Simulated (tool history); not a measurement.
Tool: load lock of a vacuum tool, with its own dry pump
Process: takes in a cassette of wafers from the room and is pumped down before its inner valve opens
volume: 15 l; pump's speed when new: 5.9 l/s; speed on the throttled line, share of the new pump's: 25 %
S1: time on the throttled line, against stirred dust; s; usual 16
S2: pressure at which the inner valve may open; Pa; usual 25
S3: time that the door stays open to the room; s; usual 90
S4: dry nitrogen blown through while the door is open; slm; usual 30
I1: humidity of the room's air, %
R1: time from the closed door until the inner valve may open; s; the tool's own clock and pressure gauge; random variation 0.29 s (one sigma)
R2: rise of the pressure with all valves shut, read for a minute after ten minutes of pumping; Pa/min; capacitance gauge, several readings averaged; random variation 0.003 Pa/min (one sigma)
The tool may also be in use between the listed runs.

{"run": 1, "day": 0.0, "S1": 16, "S2": 25, "S3": 90, "S4": 30, "I1": 43.2, "R1": 38.5, "R2": 0.043}
{"run": 2, "day": 3.438, "S1": 16, "S2": 30, "S3": 90, "S4": 30, "I1": 44.7, "R1": 38, "R2": 0.046}
{"run": 3, "day": 8.35, "S1": 16, "S2": 25, "S3": 90, "S4": 7, "I1": 44.4, "R1": 39, "R2": 0.077}
{"run": 4, "day": 11.229, "S1": 16, "S2": 25, "S3": 90, "S4": 7, "I1": 43.4, "R1": 39.3, "R2": 0.071}
{"run": 5, "day": 16.042, "S1": 16, "S2": 25, "S3": 90, "S4": 30, "I1": 43.1, "R1": 39.1, "R2": 0.041}
{"run": 6, "day": 19.383, "S1": 16, "S2": 25, "S3": 90, "S4": 30, "I1": 43.3, "R1": 38.7, "R2": 0.046}
{"run": 7, "day": 22.996, "S1": 16, "S2": 25, "S3": 90, "S4": 30, "I1": 44.7, "R1": 39.2, "R2": 0.051}
{"run": 8, "day": 26.821, "S1": 16, "S2": 25, "S3": 90, "S4": 30, "I1": 47.6, "R1": 39, "R2": 0.045}
{"run": 9, "day": 29.854, "S1": 16, "S2": 25, "S3": 200, "S4": 30, "I1": 46.6, "R1": 38.7, "R2": 0.055}
{"run": 10, "day": 34.288, "S1": 16, "S2": 25, "S3": 200, "S4": 30, "I1": 45.9, "R1": 38.7, "R2": 0.054}
{"run": 11, "day": 37.654, "S1": 16, "S2": 25, "S3": 200, "S4": 30, "I1": 45.3, "R1": 38.7, "R2": 0.057}
{"run": 12, "day": 40.75, "S1": 16, "S2": 25, "S3": 200, "S4": 30, "I1": 45.8, "R1": 39.2, "R2": 0.058}
{"run": 13, "day": 46.012, "S1": 16, "S2": 25, "S3": 200, "S4": 30, "I1": 44.3, "R1": 39.3, "R2": 0.061}
{"run": 14, "day": 49.35, "S1": 16, "S2": 25, "S3": 90, "S4": 30, "I1": 45.7, "R1": 39.5, "R2": 0.05}
{"run": 15, "day": 51.858, "S1": 16, "S2": 25, "S3": 90, "S4": 30, "I1": 44.8, "R1": 38.9, "R2": 0.049}
{"run": 16, "day": 54.35, "S1": 16, "S2": 25, "S3": 90, "S4": 30, "I1": 43.1, "R1": 39.4, "R2": 0.055}
{"run": 17, "day": 59.046, "S1": 18, "S2": 25, "S3": 64, "S4": 30, "I1": 43.3, "R1": 39.8, "R2": 0.049}
{"day": 62.579, "done": "dry pump taken out, an overhauled one fitted"}
{"run": 18, "day": 63.254, "S1": 18, "S2": 25, "S3": 64, "S4": 30, "I1": 47.1, "R1": 34.5, "R2": 0.055}
{"run": 19, "day": 69.35, "S1": 18, "S2": 25, "S3": 64, "S4": 30, "I1": 47.6, "R1": 35.1, "R2": 0.053}
{"run": 20, "day": 75.179, "S1": 18, "S2": 25, "S3": 64, "S4": 40, "I1": 44.8, "R1": 34.4, "R2": 0.052}
{"run": 21, "day": 78.6, "S1": 16, "S2": 25, "S3": 90, "S4": 11, "I1": 43.8, "R1": 33.3, "R2": 0.076}
{"run": 22, "day": 84.212, "S1": 30, "S2": 44, "S3": 90, "S4": 30, "I1": 44.5, "R1": 42.4, "R2": 0.065}
{"run": 23, "day": 88.183, "S1": 30, "S2": 44, "S3": 90, "S4": 30, "I1": 43.8, "R1": 42.9, "R2": 0.053}
{"run": 24, "day": 93.879, "S1": 20, "S2": 25, "S3": 74, "S4": 41, "I1": 45.2, "R1": 36.4, "R2": 0.051}
{"run": 25, "day": 97.883, "S1": 29, "S2": 25, "S3": 74, "S4": 5, "I1": 45.5, "R1": 43.1, "R2": 0.092}
{"run": 26, "day": 102.654, "S1": 16, "S2": 41, "S3": 90, "S4": 30, "I1": 45.1, "R1": 32, "R2": 0.061}
{"run": 27, "day": 106.254, "S1": 16, "S2": 20, "S3": 90, "S4": 38, "I1": 45, "R1": 33.7, "R2": 0.059}
{"run": 28, "day": 110.338, "S1": 16, "S2": 20, "S3": 90, "S4": 38, "I1": 44.5, "R1": 33.6, "R2": 0.057}
{"run": 29, "day": 113.596, "S1": 16, "S2": 20, "S3": 90, "S4": 38, "I1": 44.3, "R1": 34.1, "R2": 0.055}
{"run": 30, "day": 116.996, "S1": 16, "S2": 20, "S3": 90, "S4": 38, "I1": 43.8, "R1": 33.4, "R2": 0.058}
{"run": 31, "day": 121.646, "S1": 17, "S2": 25, "S3": 114, "S4": 15, "I1": 44.3, "R1": 33.9, "R2": 0.08}

Forecast each of these 4 alternatives for the next run:
{"run": "A", "day": 124.35, "S1": 17, "S2": 26, "S3": 114, "S4": 15, "I1": 45, "R1": "?", "R2": "?"}
{"run": "B", "day": 124.35, "S1": 29, "S2": 25, "S3": 136, "S4": 6, "I1": 48, "R1": "?", "R2": "?"}
{"run": "C", "day": 124.35, "S1": 8, "S2": 25, "S3": 109, "S4": 25, "I1": 47.9, "R1": "?", "R2": "?"}
{"run": "D", "day": 124.35, "S1": 13, "S2": 38, "S3": 38, "S4": 15, "I1": 46.9, "R1": "?", "R2": "?"}

run=A R1=34.5 R2=0.084
run=B R1=43.7 R2=0.118
run=C R1=27.7 R2=0.078
run=D R1=30.1 R2=0.071
Without the tool's hidden state the same runs would have given:
run=A R1=34.4 R2=0.046
run=B R1=43.6 R2=0.08
run=C R1=27.7 R2=0.04
run=D R1=30.1 R2=0.032
